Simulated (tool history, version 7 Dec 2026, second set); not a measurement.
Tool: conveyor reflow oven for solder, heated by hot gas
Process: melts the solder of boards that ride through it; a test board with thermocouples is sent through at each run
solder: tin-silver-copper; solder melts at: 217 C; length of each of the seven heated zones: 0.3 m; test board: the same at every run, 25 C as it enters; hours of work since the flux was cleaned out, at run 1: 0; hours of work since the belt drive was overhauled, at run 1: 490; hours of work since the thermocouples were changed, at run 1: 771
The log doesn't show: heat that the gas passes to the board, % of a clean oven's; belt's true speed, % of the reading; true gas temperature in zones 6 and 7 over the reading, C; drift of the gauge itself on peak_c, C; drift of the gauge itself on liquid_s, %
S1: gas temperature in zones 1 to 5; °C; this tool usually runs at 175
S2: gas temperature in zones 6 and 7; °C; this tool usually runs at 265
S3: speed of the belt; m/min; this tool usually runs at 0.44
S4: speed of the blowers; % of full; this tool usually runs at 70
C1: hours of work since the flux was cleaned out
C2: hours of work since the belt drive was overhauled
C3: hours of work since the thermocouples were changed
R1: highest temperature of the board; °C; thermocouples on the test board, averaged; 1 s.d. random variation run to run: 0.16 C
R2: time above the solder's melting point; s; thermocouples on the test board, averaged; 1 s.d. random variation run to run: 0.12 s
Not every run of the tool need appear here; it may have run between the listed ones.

run	hour	S1	S2	S3	S4	C1	C2	C3	R1	R2
1	0.0	175	265	0.44	70	0	490	771	257.0	66.9
# hour 50.4: thermocouples of zones 6 and 7 changed
2	59.3	175	265	0.44	70	43	534	7	254.5	65.4
3	89.0	175	265	0.44	70	66	556	29	254.5	65.1
4	139.1	187	265	0.44	70	104	594	67	256.1	71.2
5	179.2	187	265	0.44	70	134	624	97	256.2	71.3
6	210.1	187	265	0.44	70	157	648	121	256.1	71.1
7	237.9	175	265	0.44	70	178	669	142	254.9	65.5
8	273.4	175	265	0.44	70	205	695	169	254.9	65.4
9	311.5	175	265	0.44	70	234	724	197	254.7	65.4
10	352.4	175	255	0.44	70	265	755	228	245.4	58.9
11	384.0	174	265	0.44	70	289	779	252	254.6	65.0
12	412.9	174	265	0.44	70	311	801	274	254.9	65.2
13	444.2	174	265	0.44	64	334	825	298	254.1	64.2
# hour 493.7: flux residue cleaned out of gas plates and filters
14	495.5	174	265	0.44	64	1	860	333	253.7	64.1
15	527.6	174	265	0.44	54	26	884	357	252.3	62.6
16	555.3	174	265	0.44	54	47	905	378	252.0	62.4

What does the tool deliver on the next run?
17	589.9	174	265	0.44	54	73	931	404	?	?

{"run 17": {"R1": 252.3, "R2": 62.5}}
On a tool with no hidden condition, and with the same random variation, this run would have come out at R1 252.2 °C, R2 62.2 s.
